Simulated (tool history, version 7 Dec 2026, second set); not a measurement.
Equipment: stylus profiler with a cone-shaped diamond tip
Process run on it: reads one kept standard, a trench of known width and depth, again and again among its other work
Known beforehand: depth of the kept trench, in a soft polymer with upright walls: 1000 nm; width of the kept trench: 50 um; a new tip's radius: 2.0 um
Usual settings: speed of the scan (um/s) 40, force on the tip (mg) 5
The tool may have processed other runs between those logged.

run	hour	speed of the scan (um/s)	force on the tip (mg)	depth of the trench (Å)	width of the trench's floor (µm)
1	0	40	5	10046	45.14
2	109.5	40	5	10035.5	45.13
3	189	34	5	10040.4	45
4	291.4	34	5	10033.4	44.99
5	369	40	11.59	10105.7	44.96
6	474.2	106	5	10031.3	44.77
7	520.5	106	5	10029.5	44.76
8	620.8	106	5	10026.6	44.7
9	705.1	10	5	10028	44.96
10	805.6	10	5	10027.6	44.82
11	872.2	10	5	10025.7	44.86
12	925.3	40	9.8	10077.7	44.78
13	1009.9	40	6.01	10032.9	44.71
14	1098.7	40	6.01	10030.1	44.74
15	1199.3	40	3.02	9987	44.64
16	1303	40	5	10015.4	44.59
17	1351	40	5	10010.8	44.58
18	1414.6	40	5	10010.1	44.6
19	1474.1	40	5	10008.4	44.54
20	1575.8	142	4	9991.6	44.23
21	1626.6	142	4	9993.7	44.17
22	1738.1	142	4	9989.5	44.2
23	1800.1	42	3.73	9978.3	44.38
# hour 1863.9: new tip fitted, height scale calibrated
24	1906.1	139	3.73	10082.7	46.15
25	2012.2	12	3.65	10083	46.49
26	2060.3	63	3.47	10077.5	46.32
27	2153	12	2.16	10051.3	46.36
28	2215.8	12	2.16	10051.2	46.34
29	2270.2	17	4.7	10092.4	46.29
30	2379.2	17	4.7	10083.3	46.28
31	2463.5	12	9.88	10147.7	46.23

Alternative continuations, all from the tool just after run 31; predict every row:
A	2567.8	73	4.27	?	?
B	2567.8	78	2.5	?	?
C	2567.8	41	5.21	?	?
D	2567.8	58	10.04	?	?

run	depth of the trench (Å)	width of the trench's floor (µm)
A	10078.8	46
B	10048.4	45.95
C	10086.6	46.13
D	10149.6	46.1
With no hidden state in the tool, these same runs would have given:
run	depth of the trench (Å)	width of the trench's floor (µm)
A	10092.9	46.35
B	10062.5	46.3
C	10100.7	46.48
D	10163.8	46.45
